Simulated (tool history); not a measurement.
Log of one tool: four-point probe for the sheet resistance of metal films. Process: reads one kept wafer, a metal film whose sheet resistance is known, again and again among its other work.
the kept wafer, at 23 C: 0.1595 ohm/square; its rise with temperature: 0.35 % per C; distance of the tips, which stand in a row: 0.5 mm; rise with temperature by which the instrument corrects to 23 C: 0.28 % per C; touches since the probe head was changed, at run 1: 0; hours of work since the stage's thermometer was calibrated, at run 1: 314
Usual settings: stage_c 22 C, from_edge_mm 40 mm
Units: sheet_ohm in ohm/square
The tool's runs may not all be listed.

| run | hour | stage_c | from_edge_mm | touches since the probe head was changed | hours of work since the stage's thermometer was calibrated | sheet_ohm |
|---|---|---|---|---|---|---|
| 1 | 0 | 22 | 40 | 0 | 314 | 0.158031 |
| 2 | 57.4 | 22 | 40 | 2078 | 348 | 0.158072 |
| 3 | 143.9 | 19 | 40 | 5208 | 399 | 0.157835 |
| 4 | 201.9 | 19 | 40 | 7308 | 433 | 0.157889 |
| 5 | 252 | 19 | 40 | 9120 | 463 | 0.157934 |
| 6 | 345.8 | 19 | 40 | 12515 | 519 | 0.158061 |
| 7 | 418.8 | 19 | 40 | 15157 | 562 | 0.158099 |
| 8 | 468.3 | 22 | 7 | 16950 | 591 | 0.158827 |
| 9 | 558.2 | 22 | 40 | 20203 | 644 | 0.158456 |
| 10 | 616.5 | 22 | 40 | 22314 | 679 | 0.158548 |
| 11 | 708 | 22 | 40 | 25624 | 733 | 0.158549 |
| 12 | 794.4 | 22 | 40 | 28751 | 784 | 0.158652 |
| 13 | 875 | 22 | 40 | 31669 | 832 | 0.158752 |
| 14 | 966.7 | 22 | 40 | 34987 | 886 | 0.158821 |
| 15 | 1046.9 | 22 | 48 | 37890 | 933 | 0.158902 |
| 16 | 1111 | 22 | 48 | 40210 | 971 | 0.159 |
| 17 | 1169.4 | 22 | 48 | 42324 | 1006 | 0.158994 |
| 18 | 1245.7 | 22 | 40 | 45088 | 1051 | 0.159079 |
| 19 | 1309.8 | 22 | 40 | 47408 | 1089 | 0.159119 |
| 20 | 1391.6 | 22 | 40 | 50365 | 1137 | 0.15914 |
| 21 | 1469.4 | 22 | 40 | 53183 | 1183 | 0.159289 |
| 22 | 1545.5 | 22 | 40 | 55936 | 1228 | 0.159324 |
| 23 | 1592.8 | 22 | 40 | 57649 | 1256 | 0.159309 |
| 24 | 1649.5 | 22 | 12 | 59703 | 1290 | 0.159545 |
| 25 | 1692.9 | 25 | 62 | 61270 | 1315 | 0.159764 |
| 26 | 1783.9 | 22 | 51 | 64566 | 1369 | 0.159526 |
| 27 | 1851.6 | 29 | 35 | 67018 | 1409 | 0.160245 |
| 28 | 1893 | 29 | 35 | 68515 | 1434 | 0.160332 |
|  | 1945.2 | new probe head fitted |
| 29 | 1985 | 23 | 35 | 1439 | 1488 | 0.159472 |
| 30 | 2030 | 23 | 35 | 3068 | 1514 | 0.159562 |
| 31 | 2117.5 | 23 | 35 | 6236 | 1566 | 0.159605 |
|  | 2131.2 | stage's thermometer calibrated |
| 32 | 2206.9 | 23 | 35 | 9453 | 45 | 0.159907 |
| 33 | 2295.2 | 19 | 70 | 12648 | 97 | 0.159574 |
| 34 | 2338.4 | 28 | 8 | 14214 | 123 | 0.160833 |
| 35 | 2403.8 | 28 | 8 | 16578 | 161 | 0.160944 |
| 36 | 2469.8 | 18 | 3 | 18968 | 200 | 0.162019 |
| 37 | 2558.5 | 30 | 4 | 22178 | 253 | 0.16222 |
| 38 | 2645.7 | 33 | 6 | 25336 | 304 | 0.161892 |
| 39 | 2727 | 33 | 6 | 28279 | 352 | 0.161956 |
| 40 | 2771.9 | 29 | 12 | 29903 | 379 | 0.161159 |
| 41 | 2834 | 29 | 12 | 32150 | 416 | 0.161208 |
| 42 | 2918.3 | 29 | 12 | 35200 | 466 | 0.161282 |
| 43 | 2968.7 | 29 | 12 | 37024 | 495 | 0.1613 |
| 44 | 3023 | 27 | 68 | 38990 | 528 | 0.160966 |
| 45 | 3116.4 | 27 | 68 | 42369 | 583 | 0.161162 |

The next listed run, before its measurement:
| 46 | 3194.6 | 24 | 6 | 45200 | 629 | ? |

sheet_ohm: 0.161499 ohm/square
Without the tool's hidden state the same run would have given sheet_ohm 0.160251 ohm/square.
